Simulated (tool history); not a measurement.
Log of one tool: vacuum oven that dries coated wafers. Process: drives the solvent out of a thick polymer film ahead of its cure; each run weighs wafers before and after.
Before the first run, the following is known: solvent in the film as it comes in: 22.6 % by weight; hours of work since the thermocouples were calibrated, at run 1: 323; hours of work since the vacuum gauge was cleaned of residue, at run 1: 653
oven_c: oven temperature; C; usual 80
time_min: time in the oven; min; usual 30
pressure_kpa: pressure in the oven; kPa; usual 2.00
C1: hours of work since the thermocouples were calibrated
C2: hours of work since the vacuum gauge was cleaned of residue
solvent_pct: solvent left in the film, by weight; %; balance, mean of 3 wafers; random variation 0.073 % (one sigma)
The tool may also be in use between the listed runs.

Run 1, hour 0.0: usual settings; C1 323; C2 653. Result: solvent_pct 5.81 %.
Run 2, hour 43.2: usual settings; C1 352; C2 682. Result: solvent_pct 5.74 %.
Run 3, hour 92.2: usual settings; C1 384; C2 714. Result: solvent_pct 5.96 %.
Run 4, hour 178.3: usual settings; C1 441; C2 771. Result: solvent_pct 5.86 %.
Run 5, hour 228.0: usual settings; C1 474; C2 804. Result: solvent_pct 5.79 %.
Run 6, hour 303.4: usual settings; C1 524; C2 854. Result: solvent_pct 5.86 %.
Run 7, hour 346.6: usual settings; C1 553; C2 883. Result: solvent_pct 5.90 %.
Run 8, hour 382.6: usual settings; C1 577; C2 907. Result: solvent_pct 5.97 %.
Run 9, hour 431.6: usual settings but pressure_kpa 3.11 kPa; C1 609; C2 939. Result: solvent_pct 6.86 %.
Run 10, hour 479.9: usual settings but pressure_kpa 3.20 kPa; C1 641; C2 971. Result: solvent_pct 6.87 %.
Run 11, hour 530.9: usual settings but pressure_kpa 3.20 kPa; C1 675; C2 1005. Result: solvent_pct 6.88 %.
Run 12, hour 586.4: usual settings but pressure_kpa 3.20 kPa; C1 712; C2 1042. Result: solvent_pct 7.17 %.
At hour 607.1: oven's thermocouples calibrated.
Run 13, hour 664.0: usual settings but pressure_kpa 3.20 kPa; C1 38; C2 1092. Result: solvent_pct 6.69 %.
Run 14, hour 705.4: usual settings but pressure_kpa 3.20 kPa; C1 65; C2 1119. Result: solvent_pct 6.81 %.
Run 15, hour 749.3: usual settings but pressure_kpa 3.20 kPa; C1 94; C2 1148. Result: solvent_pct 6.62 %.
Run 16, hour 806.1: usual settings but time_min 17 min; C1 132; C2 1186. Result: solvent_pct 8.88 %.
Run 17, hour 892.0: usual settings but oven_c 83 C, time_min 17 min; C1 189; C2 1243. Result: solvent_pct 7.50 %.
Run 18, hour 942.9: usual settings but oven_c 83 C, time_min 17 min; C1 223; C2 1277. Result: solvent_pct 7.55 %.
Run 19, hour 1029.3: usual settings but pressure_kpa 1.71 kPa; C1 280; C2 1334. Result: solvent_pct 5.56 %.
Run 20, hour 1083.7: usual settings but pressure_kpa 5.50 kPa; C1 316; C2 1370. Result: solvent_pct 8.92 %.
Run 21, hour 1149.7: usual settings but pressure_kpa 5.50 kPa; C1 360; C2 1414. Result: solvent_pct 8.92 %.
Run 22, hour 1220.0: usual settings but pressure_kpa 5.50 kPa; C1 406; C2 1460. Result: solvent_pct 8.90 %.
Run 23, hour 1306.5: usual settings but pressure_kpa 5.50 kPa; C1 464; C2 1518. Result: solvent_pct 9.17 %.
Run 24, hour 1357.2: usual settings but oven_c 76 C, pressure_kpa 2.47 kPa; C1 497; C2 1551. Result: solvent_pct 8.48 %.
Run 25, hour 1399.1: usual settings but oven_c 76 C, pressure_kpa 2.47 kPa; C1 525; C2 1579. Result: solvent_pct 8.55 %.
Run 26, hour 1463.0: usual settings but oven_c 89 C, pressure_kpa 1.63 kPa; C1 567; C2 1621. Result: solvent_pct 2.55 %.
Run 27, hour 1537.6: usual settings but time_min 20 min, pressure_kpa 3.31 kPa; C1 617; C2 1671. Result: solvent_pct 9.31 %.
Run 28, hour 1572.8: usual settings but oven_c 86 C, pressure_kpa 2.11 kPa; C1 640; C2 1694. Result: solvent_pct 3.84 %.
Run 29, hour 1623.2: usual settings but pressure_kpa 4.68 kPa; C1 673; C2 1727. Result: solvent_pct 8.48 %.
Run 30, hour 1663.6: usual settings but oven_c 91 C, pressure_kpa 4.10 kPa; C1 700; C2 1754. Result: solvent_pct 3.80 %.
At hour 1704.2: oven's thermocouples calibrated.
Run 31, hour 1728.0: usual settings but oven_c 91 C, time_min 32 min, pressure_kpa 4.10 kPa; C1 16; C2 1796. Result: solvent_pct 3.50 %.
Run 32, hour 1795.1: usual settings but oven_c 91 C, time_min 32 min, pressure_kpa 4.10 kPa; C1 60; C2 1840. Result: solvent_pct 3.55 %.
Run 33, hour 1839.8: usual settings but oven_c 92 C, time_min 20 min, pressure_kpa 6.04 kPa; C1 90; C2 1870. Result: solvent_pct 5.56 %.
Run 34, hour 1893.8: usual settings but oven_c 92 C, time_min 20 min, pressure_kpa 6.04 kPa; C1 126; C2 1905. Result: solvent_pct 5.42 %.
Run 35, hour 1957.3: usual settings but oven_c 92 C, time_min 20 min, pressure_kpa 6.04 kPa; C1 168; C2 1948. Result: solvent_pct 5.35 %.
Run 36, hour 2040.3: usual settings but oven_c 88 C, time_min 46 min, pressure_kpa 6.58 kPa; C1 223; C2 2003. Result: solvent_pct 5.57 %.
Run 37, hour 2079.9: usual settings but oven_c 71 C, time_min 40 min, pressure_kpa 5.24 kPa; C1 249; C2 2029. Result: solvent_pct 12.64 %.
Run 38, hour 2119.3: usual settings but oven_c 69 C, time_min 26 min, pressure_kpa 1.93 kPa; C1 275; C2 2055. Result: solvent_pct 12.45 %.
Run 39, hour 2202.2: usual settings but oven_c 69 C, time_min 26 min, pressure_kpa 1.93 kPa; C1 330; C2 2110. Result: solvent_pct 12.31 %.
Run 40, hour 2258.0: usual settings but oven_c 68 C, pressure_kpa 1.03 kPa; C1 367; C2 2147. Result: solvent_pct 11.21 %.
Run 41, hour 2321.8: usual settings but time_min 16 min; C1 409; C2 2189. Result: solvent_pct 9.59 %.
Run 42, hour 2397.3: usual settings but oven_c 88 C, time_min 20 min, pressure_kpa 3.44 kPa; C1 459; C2 2239. Result: solvent_pct 5.59 %.
Run 43, hour 2453.1: usual settings but oven_c 83 C; C1 496; C2 2276. Result: solvent_pct 4.79 %.
Run 44, hour 2524.6: usual settings but oven_c 83 C; C1 544; C2 2324. Result: solvent_pct 4.98 %.
Run 45, hour 2596.3: usual settings but oven_c 94 C; C1 591; C2 2371. Result: solvent_pct 2.02 %.
Run 46, hour 2677.1: usual settings but oven_c 94 C; C1 645; C2 2425. Result: solvent_pct 2.04 %.

Alternative continuations, all from the tool just after run 46; predict every row:
Run A, hour 2721.8: usual settings but oven_c 71 C, pressure_kpa 2.04 kPa; C1 674; C2 2454. Result: solvent_pct ?.
Run B, hour 2721.8: usual settings but time_min 29 min, pressure_kpa 3.39 kPa; C1 674; C2 2454. Result: solvent_pct ?.
Run C, hour 2721.8: usual settings but time_min 44 min; C1 674; C2 2454. Result: solvent_pct ?.
Run D, hour 2721.8: usual settings but oven_c 68 C, time_min 17 min; C1 674; C2 2454. Result: solvent_pct ?.
Run E, hour 2721.8: usual settings but oven_c 78 C, pressure_kpa 3.14 kPa; C1 674; C2 2454. Result: solvent_pct ?.

run  solvent_pct
  A        11.17
  B         7.61
  C         4.64
  D        14.81
  E         8.33
Without the tool's unlogged condition, the same runs would have read:
run  solvent_pct
  A        10.00
  B         6.58
  C         3.55
  D        13.94
  E         7.24
